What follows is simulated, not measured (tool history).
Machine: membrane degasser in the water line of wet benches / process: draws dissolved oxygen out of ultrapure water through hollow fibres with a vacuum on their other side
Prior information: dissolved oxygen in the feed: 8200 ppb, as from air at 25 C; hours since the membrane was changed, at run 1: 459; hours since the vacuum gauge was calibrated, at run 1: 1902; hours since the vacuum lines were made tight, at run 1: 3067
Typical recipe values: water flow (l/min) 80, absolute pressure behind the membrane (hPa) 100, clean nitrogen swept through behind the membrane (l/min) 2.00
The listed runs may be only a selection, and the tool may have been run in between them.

run     day  water flow (l/min)  absolute pressure behind the membrane (hPa)  clean nitrogen swept through behind the membrane (l/min)  hours since the membrane was changed  hours since the vacuum gauge was calibrated  hours since the vacuum lines were made tight  dissolved oxygen in the water behind the degasser (ppb)  pressure that the water loses in the fibres (hPa)
  1   0.000                  80                                          100                                                      2.00                                   459                                         1902                                          3067                                                    559.3                                              297.5
  2   2.575                  80                                          100                                                      2.00                                   521                                         1964                                          3128                                                    556.6                                              296.4
  3   5.488                  80                                          100                                                      1.50                                   591                                         2034                                          3198                                                    679.6                                              297.6
  4   8.446                  80                                          100                                                      1.50                                   662                                         2105                                          3269                                                    696.0                                              292.8
  5  11.604                  80                                          100                                                      1.50                                   738                                         2181                                          3345                                                    679.5                                              296.6
  6  14.967                  80                                          171                                                      2.00                                   818                                         2261                                          3426                                                   1057.9                                              298.3
  7  18.179                  80                                          171                                                      2.00                                   895                                         2338                                          3503                                                   1051.0                                              300.6
  8  21.867                  80                                          171                                                      2.00                                   984                                         2427                                          3591                                                   1038.4                                              293.0
  9  26.700                  80                                          171                                                      2.00                                  1100                                         2543                                          3707                                                   1035.4                                              298.7
     27.121  -- vacuum gauge calibrated
 10  29.383                  50                                          171                                                      2.00                                  1164                                           54                                          3771                                                    715.4                                              185.1
 11  33.117                  80                                          100                                                      2.00                                  1253                                          144                                          3861                                                    560.7                                              299.5
 12  38.179                  80                                          100                                                      2.00                                  1375                                          265                                          3982                                                    564.0                                              299.8
 13  40.392                  80                                          100                                                      2.01                                  1428                                          319                                          4036                                                    554.8                                              299.5
 14  43.212                  57                                          100                                                      2.01                                  1496                                          386                                          4103                                                    425.0                                              212.1
 15  47.362                  62                                          100                                                      1.09                                  1595                                          486                                          4203                                                    704.2                                              232.6
 16  52.646                  62                                          140                                                      0.81                                  1722                                          613                                          4330                                                   1296.7                                              231.2
 17  55.771                  92                                          100                                                      2.00                                  1797                                          688                                          4405                                                    635.6                                              341.8
     57.538  -- vacuum gauge calibrated, once more
 18  58.654                 110                                          185                                                      1.08                                  1866                                           27                                          4473                                                   2015.7                                              412.0
 19  61.054                  71                                          185                                                      1.08                                  1923                                           84                                          4531                                                   1562.8                                              265.7
 20  64.050                  71                                          185                                                      1.08                                  1995                                          156                                          4603                                                   1527.9                                              267.3
 21  69.079                  80                                          185                                                      4.06                                  2116                                          277                                          4724                                                    656.6                                              298.5

Each row is a separate what-if for the run after 21, all from the same tool condition, not one after another. Results?
  A  71.733                 121                                          185                                                      4.06                                  2180                                          341                                          4787                                                        ?                                                  ?
  B  71.733                  91                                           82                                                      0.92                                  2180                                          341                                          4787                                                        ?                                                  ?
  C  71.733                  54                                          212                                                      1.12                                  2180                                          341                                          4787                                                        ?                                                  ?

run  dissolved oxygen in the water behind the degasser (ppb)  pressure that the water loses in the fibres (hPa)
  A                                                    950.0                                              450.7
  B                                                    766.0                                              341.0
  C                                                   1463.4                                              203.5
The same runs, with their run-to-run variation unchanged, on a tool lacking any hidden condition would have given:
run  dissolved oxygen in the water behind the degasser (ppb)  pressure that the water loses in the fibres (hPa)
  A                                                    945.1                                              446.7
  B                                                    762.8                                              338.1
  C                                                   1460.8                                              201.7
